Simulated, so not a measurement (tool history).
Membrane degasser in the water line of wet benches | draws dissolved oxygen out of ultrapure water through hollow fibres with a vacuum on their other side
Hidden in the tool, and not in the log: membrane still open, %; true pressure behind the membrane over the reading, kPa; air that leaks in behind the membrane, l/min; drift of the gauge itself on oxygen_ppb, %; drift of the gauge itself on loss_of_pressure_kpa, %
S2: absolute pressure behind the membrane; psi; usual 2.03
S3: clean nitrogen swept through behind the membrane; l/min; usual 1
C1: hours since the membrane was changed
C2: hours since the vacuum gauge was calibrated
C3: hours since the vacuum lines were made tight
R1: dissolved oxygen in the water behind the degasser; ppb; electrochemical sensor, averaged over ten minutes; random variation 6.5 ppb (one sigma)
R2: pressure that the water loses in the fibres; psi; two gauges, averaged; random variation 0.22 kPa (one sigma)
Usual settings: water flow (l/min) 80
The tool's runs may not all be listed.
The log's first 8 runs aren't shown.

At day 77.704: vacuum gauge calibrated.
Run 9, day 78.029: usual settings; C1 11547; C2 8; C3 608. Result: R1 1312.9 ppb, R2 7.465 psi.
Run 10, day 86.95: usual settings; C1 11761; C2 222; C3 822. Result: R1 1321.7 ppb, R2 7.487 psi.
Run 11, day 95.983: usual settings; C1 11978; C2 439; C3 1039. Result: R1 1324.7 ppb, R2 7.477 psi.
Run 12, day 106.742: usual settings but water flow (l/min) 86; C1 12236; C2 697; C3 1297. Result: R1 1381.5 ppb, R2 8.035 psi.
Run 13, day 118.638: usual settings but S2 2.81 psi; C1 12522; C2 982; C3 1582. Result: R1 1864.1 ppb, R2 7.477 psi.
Run 14, day 130.683: usual settings but S2 2.81 psi; C1 12811; C2 1272; C3 1871. Result: R1 1869 ppb, R2 7.445 psi.
Run 15, day 139.446: usual settings but S2 2.81 psi; C1 13021; C2 1482; C3 2082. Result: R1 1861 ppb, R2 7.504 psi.
Run 16, day 147: usual settings but S2 2.81 psi; C1 13202; C2 1663; C3 2263. Result: R1 1858.5 ppb, R2 7.436 psi.
Run 17, day 157.021: usual settings but water flow (l/min) 121; C1 13443; C2 1904; C3 2504. Result: R1 1738.6 ppb, R2 11.364 psi.
Run 18, day 169.104: usual settings but S2 1.94 psi, S3 0.89 l/min; C1 13733; C2 2194; C3 2794. Result: R1 1366.1 ppb, R2 7.469 psi.
Run 19, day 178.792: usual settings but water flow (l/min) 93, S2 1.42 psi, S3 0.49 l/min; C1 13965; C2 2426; C3 3026. Result: R1 1384.3 ppb, R2 8.624 psi.
Run 20, day 185.354: usual settings but water flow (l/min) 93, S2 1.42 psi, S3 0.49 l/min; C1 14123; C2 2584; C3 3183. Result: R1 1390.4 ppb, R2 8.691 psi.
At day 187.975: membrane cartridge changed.
Run 21, day 193.188: usual settings but water flow (l/min) 59, S2 2.2 psi, S3 0.44 l/min; C1 125; C2 2768; C3 3367. Result: R1 1922 ppb, R2 5.471 psi.
Run 22, day 204.162: usual settings but water flow (l/min) 59, S2 2.2 psi, S3 0.44 l/min; C1 388; C2 3031; C3 3631. Result: R1 1924.2 ppb, R2 5.511 psi.
Run 23, day 216.367: usual settings but water flow (l/min) 66, S2 1.39 psi, S3 1.27 l/min; C1 681; C2 3324; C3 3924. Result: R1 625.1 ppb, R2 6.142 psi.
Run 24, day 223.721: usual settings but water flow (l/min) 66, S2 1.39 psi, S3 1.27 l/min; C1 858; C2 3500; C3 4100. Result: R1 625.9 ppb, R2 6.173 psi.
Run 25, day 233.625: usual settings but S2 1.67 psi; C1 1096; C2 3738; C3 4338. Result: R1 1062.3 ppb, R2 7.465 psi.
Run 26, day 242.729: usual settings but water flow (l/min) 97, S2 1.67 psi, S3 1.73 l/min; C1 1314; C2 3957; C3 4556. Result: R1 870.3 ppb, R2 9.052 psi.
Run 27, day 254.325: usual settings but water flow (l/min) 56, S2 1.57 psi, S3 2.34 l/min; C1 1592; C2 4235; C3 4835. Result: R1 399.6 ppb, R2 5.197 psi.
Run 28, day 262.425: usual settings but water flow (l/min) 101, S2 4.58 psi, S3 0.66 l/min; C1 1787; C2 4429; C3 5029. Result: R1 3946.6 ppb, R2 9.423 psi.
Run 29, day 272.508: usual settings but water flow (l/min) 68, S2 1.77 psi, S3 1.04 l/min; C1 2029; C2 4671; C3 5271. Result: R1 996.5 ppb, R2 6.324 psi.
Run 30, day 278.517: usual settings but water flow (l/min) 48, S2 3.05 psi, S3 0.44 l/min; C1 2173; C2 4815; C3 5415. Result: R1 2374.9 ppb, R2 4.496 psi.
At day 281.888: gauge calibrated.
Run 31, day 285.254: usual settings but water flow (l/min) 48, S2 3.05 psi, S3 0.44 l/min; C1 2335; C2 4977; C3 5577. Result: R1 2334.2 ppb, R2 4.443 psi.

5 ways to go on from here, each from the tool as it stands after run 31. What would each give?
At day 290.125: vacuum gauge calibrated.
Run A, day 292.588: usual settings but water flow (l/min) 49, S2 3.05 psi, S3 0.44 l/min; C1 2510; C2 59; C3 5753. Result: R1 ?, R2 ?.
At day 290.125: vacuum gauge calibrated.
Run B, day 292.588: usual settings but S3 2.66 l/min; C1 2510; C2 59; C3 5753. Result: R1 ?, R2 ?.
At day 290.125: vacuum gauge calibrated.
Run C, day 292.588: usual settings but water flow (l/min) 48, S2 1.65 psi, S3 0.44 l/min; C1 2510; C2 59; C3 5753. Result: R1 ?, R2 ?.
At day 290.125: vacuum gauge calibrated.
Run D, day 292.588: usual settings but S3 0.75 l/min; C1 2510; C2 59; C3 5753. Result: R1 ?, R2 ?.
At day 290.125: vacuum gauge calibrated.
Run E, day 292.588: usual settings but water flow (l/min) 119, S2 3.05 psi, S3 0.44 l/min; C1 2510; C2 59; C3 5753. Result: R1 ?, R2 ?.

run      R1      R2
  A  2351.8   4.535
  B   675.7   7.439
  C  1219.7   4.483
  D  1540.6    7.44
  E  3584.7  11.114
Without the tool's hidden state the same runs would have given:
run      R1      R2
  A  2349.8   4.534
  B     675   7.438
  C  1218.6   4.482
  D  1539.1    7.44
  E  3581.6  11.113
